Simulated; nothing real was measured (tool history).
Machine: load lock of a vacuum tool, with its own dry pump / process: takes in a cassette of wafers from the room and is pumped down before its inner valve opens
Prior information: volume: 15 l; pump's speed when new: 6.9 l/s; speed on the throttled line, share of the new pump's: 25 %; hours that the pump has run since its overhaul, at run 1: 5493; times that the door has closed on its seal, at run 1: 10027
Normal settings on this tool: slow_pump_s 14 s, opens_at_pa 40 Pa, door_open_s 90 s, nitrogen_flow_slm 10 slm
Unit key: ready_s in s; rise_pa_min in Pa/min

| run | day | slow_pump_s | opens_at_pa | door_open_s | nitrogen_flow_slm | hours that the pump has run since its overhaul | times that the door has closed on its seal | incoming humidity of the room's air, % | ready_s | rise_pa_min |
|---|---|---|---|---|---|---|---|---|---|---|
| 1 | 0 | 14 | 40 | 90 | 10 | 5493 | 10027 | 45.6 | 28.7 | 0.137 |
| 2 | 8.025 | 14 | 40 | 90 | 10 | 5685 | 10712 | 42.6 | 29 | 0.126 |
| 3 | 14.962 | 14 | 40 | 90 | 10 | 5852 | 11305 | 45.2 | 28.8 | 0.148 |
| 4 | 19.233 | 14 | 40 | 90 | 10 | 5954 | 11669 | 45.2 | 28.8 | 0.145 |
| 5 | 26.188 | 14 | 40 | 90 | 10 | 6121 | 12263 | 44.3 | 28.8 | 0.151 |
| 6 | 32.462 | 14 | 40 | 90 | 10 | 6272 | 12799 | 48.5 | 28.9 | 0.156 |
| 7 | 38.062 | 14 | 40 | 90 | 10 | 6406 | 13277 | 43.5 | 29.2 | 0.15 |
| 8 | 45.408 | 14 | 40 | 90 | 10 | 6582 | 13904 | 43.9 | 28.8 | 0.153 |
| 9 | 50.612 | 14 | 40 | 90 | 10 | 6707 | 14348 | 44.5 | 29 | 0.162 |
| 10 | 57.983 | 13 | 40 | 90 | 10 | 6884 | 14978 | 45.7 | 28.4 | 0.168 |
| 11 | 62.829 | 15 | 40 | 90 | 10 | 7001 | 15391 | 46.6 | 29.8 | 0.174 |
| 12 | 67.575 | 15 | 40 | 90 | 10 | 7114 | 15796 | 44.7 | 30.1 | 0.165 |
| 13 | 73.35 | 15 | 40 | 90 | 10 | 7253 | 16290 | 46.1 | 29.8 | 0.178 |
| 14 | 79.779 | 14 | 40 | 153 | 10 | 7407 | 16839 | 47.8 | 29.2 | 0.197 |
| 15 | 86.842 | 14 | 40 | 153 | 10 | 7577 | 17441 | 43.3 | 28.9 | 0.194 |
| 16 | 94.662 | 14 | 40 | 153 | 9 | 7765 | 18109 | 49 | 29.1 | 0.21 |
| 17 | 101.596 | 20 | 40 | 90 | 10 | 7931 | 18701 | 44.8 | 33.4 | 0.196 |
| 18 | 106.912 | 20 | 40 | 90 | 10 | 8059 | 19155 | 41.6 | 33.5 | 0.186 |
| 19 | 113.221 | 20 | 40 | 90 | 10 | 8210 | 19694 | 47.1 | 33.6 | 0.197 |
| 20 | 121.333 | 14 | 38 | 70 | 42 | 8405 | 20386 | 45.2 | 29.2 | 0.174 |
| 21 | 128.758 | 14 | 40 | 125 | 10 | 8583 | 21020 | 44.5 | 29.6 | 0.222 |
| 22 | 136.083 | 14 | 40 | 125 | 10 | 8759 | 21645 | 45.7 | 29.4 | 0.223 |
| 23 | 143.462 | 25 | 58 | 125 | 10 | 8936 | 22275 | 43.2 | 36.5 | 0.225 |
| 24 | 146.971 | 22 | 40 | 90 | 10 | 9020 | 22575 | 44.8 | 35.3 | 0.221 |
| 25 | 154.446 | 19 | 40 | 65 | 10 | 9199 | 23213 | 46.6 | 33.2 | 0.228 |
| 26 | 159.842 | 9 | 40 | 225 | 10 | 9329 | 23674 | 45.8 | 26.1 | 0.264 |
| 27 | 165.133 | 11 | 40 | 225 | 5 | 9456 | 24126 | 46.4 | 27.5 | 0.276 |
|  | 166.8 | dry pump taken out, an overhauled one fitted |
| 28 | 171.225 | 18 | 58 | 90 | 10 | 106 | 24624 | 48 | 29.9 | 0.255 |
| 29 | 175.138 | 7 | 58 | 90 | 10 | 200 | 24958 | 42.9 | 21.8 | 0.237 |
| 30 | 179.288 | 14 | 39 | 31 | 9 | 300 | 25313 | 50 | 27.9 | 0.233 |
| 31 | 183.933 | 20 | 75 | 147 | 20 | 411 | 25709 | 46.9 | 30.8 | 0.252 |
| 32 | 189.658 | 8 | 75 | 147 | 20 | 549 | 26198 | 47.5 | 22.1 | 0.252 |
| 33 | 197.667 | 8 | 38 | 147 | 20 | 741 | 26882 | 46.3 | 23.4 | 0.262 |
| 34 | 202.738 | 8 | 74 | 142 | 20 | 862 | 27314 | 45.4 | 21.9 | 0.26 |
| 35 | 210.321 | 14 | 40 | 90 | 4 | 1045 | 27962 | 43 | 28.1 | 0.275 |
| 36 | 217.746 | 12 | 31 | 63 | 10 | 1223 | 28596 | 46.3 | 27 | 0.264 |
| 37 | 221.812 | 12 | 31 | 63 | 10 | 1320 | 28943 | 49 | 27.1 | 0.279 |

Below are 4 alternative next runs, each starting from the tool's condition after run 37. Predict each:
| A | 228.479 | 14 | 40 | 45 | 10 | 1480 | 29512 | 47.6 | ? | ? |
| B | 228.479 | 14 | 40 | 133 | 10 | 1480 | 29512 | 48.6 | ? | ? |
| C | 228.479 | 12 | 52 | 63 | 7 | 1480 | 29512 | 44.5 | ? | ? |
| D | 228.479 | 15 | 47 | 90 | 16 | 1480 | 29512 | 47.8 | ? | ? |

| run | ready_s | rise_pa_min |
|---|---|---|
| A | 28.1 | 0.276 |
| B | 27.9 | 0.307 |
| C | 26 | 0.285 |
| D | 28.2 | 0.285 |
Stripped of hidden state, with their random variation kept, the same runs would have yielded:
| run | ready_s | rise_pa_min |
|---|---|---|
| A | 27.8 | 0.071 |
| B | 27.5 | 0.104 |
| C | 25.7 | 0.081 |
| D | 27.9 | 0.082 |
